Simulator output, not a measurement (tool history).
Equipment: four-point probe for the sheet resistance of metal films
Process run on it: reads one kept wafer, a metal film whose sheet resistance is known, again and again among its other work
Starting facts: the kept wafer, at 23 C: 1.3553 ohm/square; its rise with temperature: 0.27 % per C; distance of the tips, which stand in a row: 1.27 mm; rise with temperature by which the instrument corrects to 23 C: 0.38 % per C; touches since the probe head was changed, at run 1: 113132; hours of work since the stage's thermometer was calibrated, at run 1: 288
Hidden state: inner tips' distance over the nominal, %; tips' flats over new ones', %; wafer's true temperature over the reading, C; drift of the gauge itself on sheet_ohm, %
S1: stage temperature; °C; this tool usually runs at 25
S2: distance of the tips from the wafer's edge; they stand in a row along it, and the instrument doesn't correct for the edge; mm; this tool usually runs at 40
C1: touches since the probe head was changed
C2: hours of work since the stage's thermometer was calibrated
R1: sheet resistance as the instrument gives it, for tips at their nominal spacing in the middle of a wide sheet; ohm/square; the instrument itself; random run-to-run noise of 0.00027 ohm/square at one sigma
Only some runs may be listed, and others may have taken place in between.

run	hour	S1	S2	C1	C2	R1
1	0.0	25	40	113132	288	1.361579
2	63.7	25	40	114848	323	1.361842
3	120.6	25	40	116383	354	1.361516
4	180.8	25	40	118006	387	1.362212
5	239.8	25	21	119595	420	1.363876
6	332.5	25	21	122094	470	1.364299
7	389.9	25	40	123641	502	1.362279
8	478.0	25	4	126015	550	1.431915
9	539.0	28	40	127659	584	1.358402
10	590.1	25	15	129037	612	1.366699
11	654.8	25	15	130778	647	1.367427
12	713.6	25	15	132363	679	1.367160
13	777.0	25	40	134074	714	1.362923
14	855.4	35	40	136186	757	1.349130
15	919.5	25	47	137913	792	1.363141
16	986.4	25	40	139717	829	1.363648
17	1034.5	25	40	141011	855	1.363450
18	1135.9	25	40	143744	911	1.363601
19	1206.0	25	40	145633	949	1.364259
20	1276.1	25	40	147522	987	1.364090
21	1348.1	33	40	149463	1027	1.352193
22	1395.8	33	40	150748	1053	1.352307
23	1446.3	19	40	152110	1081	1.373221
24	1548.3	24	26	154860	1137	1.366543
25	1626.5	20	9	156966	1179	1.385908
26	1700.4	20	33	158959	1220	1.371918
27	1759.3	20	33	160545	1252	1.372625
28	1829.5	32	10	162439	1291	1.365829
29	1877.9	32	22	163743	1317	1.356739
30	1965.4	32	22	166100	1365	1.356541
31	2023.7	35	21	167670	1397	1.352741
32	2079.4	23	8	169173	1428	1.385683
33	2160.5	31	8	171357	1472	1.374010
# hour 2234.6: stage's thermometer calibrated
34	2234.6	31	8	173341	0	1.376022
35	2318.8	18	8	175612	46	1.395836
36	2409.0	18	8	178042	96	1.396576
37	2480.2	18	8	179961	135	1.395827
38	2541.2	18	8	181605	168	1.396784
39	2585.5	18	8	182799	192	1.396850
40	2682.6	19	3	185415	245	1.496565
41	2765.3	19	3	187643	291	1.496673
42	2831.5	19	3	189429	327	1.497000
43	2917.0	19	3	191731	374	1.497432
44	2983.7	22	18	193530	410	1.376283
45	3089.0	18	69	196368	468	1.379080

Hidden state at the last listed run before each entry between runs and at the first one after, where it differs:
After run 33, before run 34: stage's thermometer calibrated (hour 2234.6)
  inner tips' distance over the nominal, %: 0.98 -> 0.992; tips' flats over new ones', %: 34 -> 35; wafer's true temperature over the reading, C: -0.57 -> -0.04
  measured minus no-state result, R1: +0.012368 -> +0.014492 ohm/square

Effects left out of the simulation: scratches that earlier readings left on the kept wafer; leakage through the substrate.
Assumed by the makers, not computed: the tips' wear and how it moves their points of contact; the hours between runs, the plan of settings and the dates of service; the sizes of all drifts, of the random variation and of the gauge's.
